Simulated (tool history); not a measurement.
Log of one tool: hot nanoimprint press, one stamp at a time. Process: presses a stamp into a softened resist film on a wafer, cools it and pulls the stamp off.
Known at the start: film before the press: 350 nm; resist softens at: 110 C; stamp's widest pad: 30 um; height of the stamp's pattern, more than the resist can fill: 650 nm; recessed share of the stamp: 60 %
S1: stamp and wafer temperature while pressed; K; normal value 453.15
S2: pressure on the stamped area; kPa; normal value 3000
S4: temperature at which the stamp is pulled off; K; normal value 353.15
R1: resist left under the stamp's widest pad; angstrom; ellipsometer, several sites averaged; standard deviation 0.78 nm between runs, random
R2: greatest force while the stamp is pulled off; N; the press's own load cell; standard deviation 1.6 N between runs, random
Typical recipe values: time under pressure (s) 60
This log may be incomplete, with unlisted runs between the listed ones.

run 1 hour=0 | S1=453.15 S2=3000 time_under_pressure_(s)=60 S4=353.15 | R1=1648 R2=176
-- hour=33.2 stamp cleaned and given a new release coat
run 2 hour=94.3 | S1=453.15 S2=3000 time_under_pressure_(s)=60 S4=353.15 | R1=1630 R2=146
run 3 hour=148.1 | S1=453.15 S2=3000 time_under_pressure_(s)=60 S4=353.15 | R1=1632 R2=145
run 4 hour=235.4 | S1=453.15 S2=3000 time_under_pressure_(s)=60 S4=353.15 | R1=1610 R2=154
run 5 hour=292.1 | S1=453.15 S2=3000 time_under_pressure_(s)=60 S4=353.15 | R1=1603 R2=152
run 6 hour=363.9 | S1=453.15 S2=3000 time_under_pressure_(s)=60 S4=353.15 | R1=1602 R2=154
run 7 hour=423.3 | S1=453.15 S2=3000 time_under_pressure_(s)=60 S4=353.15 | R1=1591 R2=160
run 8 hour=472.4 | S1=453.15 S2=3000 time_under_pressure_(s)=60 S4=353.15 | R1=1587 R2=164
run 9 hour=555.1 | S1=453.15 S2=3000 time_under_pressure_(s)=60 S4=353.15 | R1=1582 R2=168
run 10 hour=593.3 | S1=453.15 S2=3000 time_under_pressure_(s)=60 S4=353.15 | R1=1579 R2=165
run 11 hour=686.9 | S1=453.15 S2=3500 time_under_pressure_(s)=60 S4=353.15 | R1=1425 R2=176
run 12 hour=768.6 | S1=443.15 S2=3500 time_under_pressure_(s)=60 S4=353.15 | R1=2148 R2=176
-- hour=790.8 stamp cleaned and given a new release coat
-- hour=798.8 press's hydraulic seals changed and the load cell set to zero
run 13 hour=876.2 | S1=453.15 S2=3000 time_under_pressure_(s)=60 S4=353.15 | R1=1535 R2=146
run 14 hour=961.6 | S1=453.15 S2=3000 time_under_pressure_(s)=54 S4=353.15 | R1=1577 R2=147
run 15 hour=1036.8 | S1=453.15 S2=3000 time_under_pressure_(s)=60 S4=353.15 | R1=1534 R2=152
run 16 hour=1129.8 | S1=463.15 S2=3150 time_under_pressure_(s)=102 S4=345.15 | R1=804 R2=164
run 17 hour=1206.3 | S1=463.15 S2=2190 time_under_pressure_(s)=102 S4=340.15 | R1=998 R2=174
-- hour=1245.7 plate thermocouple calibrated
run 18 hour=1268.5 | S1=454.15 S2=4630 time_under_pressure_(s)=60 S4=353.15 | R1=1253 R2=166
run 19 hour=1359.4 | S1=449.15 S2=3000 time_under_pressure_(s)=60 S4=347.15 | R1=1940 R2=177
run 20 hour=1417.5 | S1=449.15 S2=3000 time_under_pressure_(s)=60 S4=347.15 | R1=1923 R2=177
run 21 hour=1504.9 | S1=449.15 S2=3000 time_under_pressure_(s)=60 S4=347.15 | R1=1906 R2=181
-- hour=1555.6 stamp cleaned and given a new release coat
run 22 hour=1603 | S1=449.15 S2=3000 time_under_pressure_(s)=60 S4=347.15 | R1=1897 R2=149
run 23 hour=1692.5 | S1=446.15 S2=3000 time_under_pressure_(s)=48 S4=353.15 | R1=2261 R2=149
run 24 hour=1761.8 | S1=453.15 S2=3000 time_under_pressure_(s)=42 S4=353.15 | R1=1787 R2=152
run 25 hour=1847.9 | S1=453.15 S2=3000 time_under_pressure_(s)=70 S4=339.15 | R1=1506 R2=172
-- hour=1943.1 press's hydraulic seals changed and the load cell set to zero
run 26 hour=1943.1 | S1=453.15 S2=3000 time_under_pressure_(s)=70 S4=339.15 | R1=1480 R2=173
run 27 hour=2015.2 | S1=458.15 S2=3000 time_under_pressure_(s)=39 S4=353.15 | R1=1477 R2=163
run 28 hour=2102.8 | S1=444.15 S2=2260 time_under_pressure_(s)=60 S4=353.15 | R1=2485 R2=168
run 29 hour=2147.8 | S1=444.15 S2=2260 time_under_pressure_(s)=60 S4=353.15 | R1=2472 R2=169

Branching from run 29: 5 alternative next runs. What would each branch give?
run A hour=2207.8 | S1=446.15 S2=2260 time_under_pressure_(s)=36 S4=351.15 | R1=? R2=?
run B hour=2207.8 | S1=446.15 S2=2130 time_under_pressure_(s)=60 S4=353.15 | R1=? R2=?
run C hour=2207.8 | S1=457.15 S2=2820 time_under_pressure_(s)=60 S4=350.15 | R1=? R2=?
run D hour=2207.8 | S1=442.15 S2=3120 time_under_pressure_(s)=34 S4=353.15 | R1=? R2=?
run E hour=2207.8 | S1=447.15 S2=4680 time_under_pressure_(s)=60 S4=353.15 | R1=? R2=?

run=A R1=2608 R2=170
run=B R1=2360 R2=177
run=C R1=1360 R2=175
run=D R1=2641 R2=171
run=E R1=1560 R2=171
With the hidden condition removed and each run's random variation left untouched, the same runs would have given:
run=A R1=2725 R2=141
run=B R1=2488 R2=147
run=C R1=1451 R2=145
run=D R1=2761 R2=142
run=E R1=1675 R2=142

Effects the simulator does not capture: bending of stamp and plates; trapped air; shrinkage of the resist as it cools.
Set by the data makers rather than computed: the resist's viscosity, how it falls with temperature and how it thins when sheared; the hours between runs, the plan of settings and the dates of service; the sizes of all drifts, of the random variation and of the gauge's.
